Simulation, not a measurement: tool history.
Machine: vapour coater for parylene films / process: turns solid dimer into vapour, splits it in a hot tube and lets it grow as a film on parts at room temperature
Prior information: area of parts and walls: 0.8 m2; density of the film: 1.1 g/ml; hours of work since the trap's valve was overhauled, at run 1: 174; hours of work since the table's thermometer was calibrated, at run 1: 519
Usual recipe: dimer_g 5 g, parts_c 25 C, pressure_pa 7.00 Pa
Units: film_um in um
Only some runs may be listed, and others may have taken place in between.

run	hour	dimer_g	parts_c	pressure_pa	hours of work since the trap's valve was overhauled	hours of work since the table's thermometer was calibrated	film_um
1	0.0	5	25	7.00	174	519	3.61
2	16.3	5	25	7.00	186	531	3.53
3	26.5	5	25	7.00	193	538	3.60
4	42.5	4	25	7.00	205	549	2.85
5	53.2	4	25	7.00	212	557	2.83
6	63.0	4	25	7.00	219	564	2.86
7	78.8	5	25	2.28	231	575	4.05
8	91.2	5	25	2.28	239	584	4.08
# hour 93.2: table's thermometer calibrated
9	104.0	2	30	5.42	248	8	1.28
10	122.9	2	25	7.00	261	21	1.41
11	134.7	5	28	2.09	270	30	3.66
12	145.1	7	25	7.00	277	37	4.84
13	156.6	7	19	4.15	286	45	6.11
14	165.6	7	19	2.56	292	52	6.38
# hour 177.5: table's thermometer calibrated, once more
15	183.5	7	19	2.56	304	4	6.63

Forecast each of these 3 alternatives for the next run:
A	198.2	4	19	3.39	315	15	?
B	198.2	4	20	4.26	315	15	?
C	198.2	7	24	2.56	315	15	?

run	film_um
A	3.61
B	3.44
C	5.70
With no hidden state in the tool, these same runs would have given:
run	film_um
A	3.91
B	3.72
C	6.17
